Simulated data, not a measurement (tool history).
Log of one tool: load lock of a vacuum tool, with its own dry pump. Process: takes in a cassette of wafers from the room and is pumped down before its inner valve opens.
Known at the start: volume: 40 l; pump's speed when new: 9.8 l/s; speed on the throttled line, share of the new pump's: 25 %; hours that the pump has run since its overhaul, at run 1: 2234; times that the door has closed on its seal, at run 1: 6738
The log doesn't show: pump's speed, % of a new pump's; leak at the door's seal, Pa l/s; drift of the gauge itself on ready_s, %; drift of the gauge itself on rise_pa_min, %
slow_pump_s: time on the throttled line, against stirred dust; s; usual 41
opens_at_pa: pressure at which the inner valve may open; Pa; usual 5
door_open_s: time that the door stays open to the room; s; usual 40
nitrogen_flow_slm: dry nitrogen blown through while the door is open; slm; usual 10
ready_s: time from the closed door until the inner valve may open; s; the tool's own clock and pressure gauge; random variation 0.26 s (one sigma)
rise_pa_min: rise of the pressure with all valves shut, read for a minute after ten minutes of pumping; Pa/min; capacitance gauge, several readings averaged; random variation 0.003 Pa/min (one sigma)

| run | hour | slow_pump_s | opens_at_pa | door_open_s | nitrogen_flow_slm | hours that the pump has run since its overhaul | times that the door has closed on its seal | incoming humidity of the room's air, % | ready_s | rise_pa_min |
|---|---|---|---|---|---|---|---|---|---|---|
| 1 | 0 | 41 | 5 | 40 | 10 | 2234 | 6738 | 45.8 | 73.5 | 0.065 |
| 2 | 74.2 | 41 | 5 | 40 | 10 | 2308 | 6935 | 42 | 73.4 | 0.068 |
| 3 | 118.2 | 53 | 5 | 40 | 10 | 2352 | 7052 | 47.8 | 82.2 | 0.063 |
| 4 | 218.4 | 53 | 5 | 40 | 10 | 2452 | 7319 | 46.3 | 82.6 | 0.07 |
| 5 | 285.6 | 53 | 5 | 40 | 10 | 2520 | 7498 | 44 | 82.4 | 0.071 |
| 6 | 374.7 | 53 | 5 | 40 | 10 | 2609 | 7735 | 48.5 | 82.6 | 0.072 |
| 7 | 442.6 | 53 | 5 | 40 | 30 | 2676 | 7915 | 43.8 | 82.1 | 0.051 |
| 8 | 508.1 | 53 | 5 | 40 | 30 | 2742 | 8089 | 40.9 | 82.6 | 0.054 |
| 9 | 579.8 | 21 | 5 | 40 | 10 | 2814 | 8280 | 41.9 | 58.8 | 0.07 |
| 10 | 632.8 | 41 | 5 | 40 | 19 | 2867 | 8421 | 43.3 | 73.6 | 0.061 |
| 11 | 678 | 76 | 7 | 78 | 17 | 2912 | 8541 | 45.2 | 97.7 | 0.076 |
| 12 | 722.1 | 76 | 7 | 78 | 17 | 2956 | 8659 | 41.8 | 97.6 | 0.068 |
| 13 | 814.5 | 76 | 7 | 78 | 17 | 3048 | 8905 | 43 | 97.7 | 0.072 |
| 14 | 859.2 | 41 | 5 | 163 | 6 | 3093 | 9024 | 46 | 74.1 | 0.105 |
| 15 | 941.8 | 26 | 5 | 163 | 6 | 3176 | 9244 | 48.1 | 62.1 | 0.11 |
| 16 | 996 | 26 | 9 | 163 | 8 | 3230 | 9388 | 43.7 | 59.6 | 0.1 |
| 17 | 1084.2 | 26 | 9 | 163 | 8 | 3318 | 9622 | 47.7 | 59.6 | 0.103 |
| 18 | 1183.7 | 26 | 9 | 79 | 44 | 3418 | 9887 | 44.2 | 59.6 | 0.072 |
| 19 | 1267.5 | 77 | 7 | 55 | 43 | 3501 | 10110 | 45.5 | 98.7 | 0.066 |
| 20 | 1316.4 | 37 | 5 | 76 | 10 | 3550 | 10240 | 45.2 | 71 | 0.094 |

Forecast each of these 5 alternatives for the next run:
| A | 1392.8 | 65 | 6 | 76 | 10 | 3627 | 10443 | 46.5 | ? | ? |
| B | 1392.8 | 42 | 4 | 40 | 10 | 3627 | 10443 | 47.2 | ? | ? |
| C | 1392.8 | 37 | 5 | 76 | 32 | 3627 | 10443 | 42.8 | ? | ? |
| D | 1392.8 | 22 | 9 | 40 | 10 | 3627 | 10443 | 47.4 | ? | ? |
| E | 1392.8 | 58 | 5 | 31 | 25 | 3627 | 10443 | 47.3 | ? | ? |

| run | ready_s | rise_pa_min |
|---|---|---|
| A | 90.7 | 0.094 |
| B | 75.6 | 0.087 |
| C | 70.8 | 0.078 |
| D | 57 | 0.088 |
| E | 86.7 | 0.072 |
Without the tool's hidden state the same runs would have given:
| run | ready_s | rise_pa_min |
|---|---|---|
| A | 89.2 | 0.047 |
| B | 73.7 | 0.041 |
| C | 68.8 | 0.03 |
| D | 55.1 | 0.04 |
| E | 85 | 0.024 |
